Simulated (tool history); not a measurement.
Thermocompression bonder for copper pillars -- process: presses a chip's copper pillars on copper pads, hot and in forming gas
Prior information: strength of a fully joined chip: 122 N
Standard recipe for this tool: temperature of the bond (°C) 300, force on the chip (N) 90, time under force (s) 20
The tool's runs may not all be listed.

run   hour  temperature of the bond (°C)  force on the chip (N)  time under force (s)  force that shears a chip off (N)
  1      0                           300                     90                    20                                68
  2     20                           300                     90                    20                              68.8
  3     43                           300                     90                    20                              68.4
  4   64.6                           300                     90                    20                              68.7
  5   89.6                           300                     90                    20                              68.3
  6  110.5                           300                     90                    22                              71.4
  7  155.8                           300                     90                    22                              71.4
  8  193.9                           300                     90                    22                              70.4
     224.2  -- forming gas filter changed
  9  230.9                           300                     90                    22                              72.5
 10  271.5                           300                     90                    20                              69.8
 11  292.5                           300                     90                    20                              70.5
 12  314.3                           300                     90                    20                              70.2
     339.6  -- heater calibrated with a thermocouple chip
 13  347.4                           300                     90                    20                              63.2
 14  372.2                           300                     74                    18                              49.6
       378  -- force cell calibrated
 15  411.4                           330                     77                    15                              63.9
 16  440.1                           330                     77                    15                              65.1
 17  459.1                           281                     90                    46                              71.3
 18  488.4                           307                     88                    20                              66.7
     511.7  -- force cell calibrated, once more
 19  518.5                           291                     81                    46                              67.4
 20  556.3                           300                     62                    59                              61.9
 21  600.2                           310                     62                    39                              58.5
 22    646                           310                     77                    29                              65.5
     664.6  -- forming gas filter changed
 23  682.6                           300                     60                    52                              58.9

Here are 3 independent what-if runs from the current tool condition. What would each one return?
  A  723.9                           291                     61                    38                                 ?
  B  723.9                           314                    103                    12                                 ?
  C  723.9                           320                     60                    52                                 ?

run  force that shears a chip off (N)
  A                              49.3
  B                              68.6
  C                              69.9
With no hidden state in the tool, these same runs would have given:
run  force that shears a chip off (N)
  A                              47.4
  B                              66.6
  C                              67.9
